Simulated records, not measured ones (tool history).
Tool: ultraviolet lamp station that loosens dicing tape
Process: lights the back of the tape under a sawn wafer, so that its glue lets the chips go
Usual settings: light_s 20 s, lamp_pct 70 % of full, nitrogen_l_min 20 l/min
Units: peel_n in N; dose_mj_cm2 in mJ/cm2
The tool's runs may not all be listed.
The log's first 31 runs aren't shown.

run,hour,light_s,lamp_pct,nitrogen_l_min,hours of work of the lamp,hours of work since the window was cleaned,peel_n,dose_mj_cm2
32,1281.2,14,76,7,278,143,0.779,243
33,1305.5,14,76,7,289,154,0.812,240
34,1341.7,37,70,20,306,171,0.125,583
35,1398,13,64,12,331,196,0.829,184
36,1442,29,81,22,351,216,0.129,514
37,1480.4,20,83,35,368,234,0.168,364
38,1513.2,11,69,8,383,248,1.207,164
39,1563.2,11,69,8,406,271,1.163,166
40,1605.1,11,69,8,425,290,1.23,167
41,1646.4,22,96,31,444,309,0.139,442
42,1682.2,17,82,11,460,325,0.467,288
43,1709.2,17,82,25,472,337,0.276,288
44,1754,12,79,20,492,357,0.604,190

3 ways to go on from here, each from the tool as it stands after run 44. What would each give?
A,1781.7,20,60,20,505,370,?,?
B,1781.7,17,76,10,505,370,?,?
C,1781.7,12,79,34,505,370,?,?

run,peel_n,dose_mj_cm2
A,0.412,246
B,0.576,263
C,0.448,192
Without the tool's hidden state the same runs would have given:
run,peel_n,dose_mj_cm2
A,0.285,305
B,0.41,326
C,0.311,238
